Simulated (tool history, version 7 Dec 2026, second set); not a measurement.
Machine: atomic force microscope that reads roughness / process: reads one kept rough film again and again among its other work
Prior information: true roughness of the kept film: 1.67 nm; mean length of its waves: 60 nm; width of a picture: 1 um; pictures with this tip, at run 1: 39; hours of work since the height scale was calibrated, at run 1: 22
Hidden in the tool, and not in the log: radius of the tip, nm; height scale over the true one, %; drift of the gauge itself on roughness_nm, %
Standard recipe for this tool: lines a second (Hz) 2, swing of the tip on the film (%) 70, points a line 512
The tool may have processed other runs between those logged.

run,day,lines a second (Hz),swing of the tip on the film (%),points a line,pictures with this tip,hours of work since the height scale was calibrated,roughness of the kept film (nm (root mean square))
1,0,2,70,512,39,22,1.529
2,0.692,2,70,512,64,30,1.509
3,1.496,2,75,512,92,40,1.47
4,2.175,2,70,536,117,48,1.5
# day 2.425: new tip fitted
5,3.375,2,70,536,34,61,1.519
6,4.8,2,70,536,85,78,1.511
7,5.546,2,82,536,111,86,1.407
# day 5.896: new tip fitted
8,6.8,2,74,512,32,101,1.491
9,7.946,2,70,512,73,114,1.513
# day 9.362: new tip fitted
10,9.404,2,70,512,1,131,1.543
11,10.388,2,70,512,36,142,1.528
12,11.671,2,70,512,82,157,1.507
13,12.696,2.53,70,679,119,169,1.484
# day 12.842: new tip fitted
14,13.404,2.53,62,326,20,177,1.563
15,14.383,1.67,55,282,55,188,1.592
16,15.821,1.13,58,411,107,205,1.575
# day 16.35: new tip fitted
17,16.65,1.13,58,386,10,214,1.618
18,17.962,1.14,75,323,57,229,1.535
19,18.804,1.14,75,1003,87,239,1.534
# day 19.85: new tip fitted
20,19.896,2,65,512,1,252,1.576
21,20.908,2,65,512,38,263,1.559
22,21.621,2,65,404,63,272,1.548
23,22.688,1.51,70,512,101,284,1.527

Same runs, no hidden state in the tool, same run-to-run variation:
run,roughness of the kept film (nm (root mean square))
1,1.544
2,1.536
3,1.508
4,1.549
5,1.534
6,1.546
7,1.449
8,1.506
9,1.546
10,1.542
11,1.542
12,1.538
13,1.529
14,1.57
15,1.614
16,1.62
17,1.618
18,1.556
19,1.567
20,1.573
21,1.573
22,1.573
23,1.569
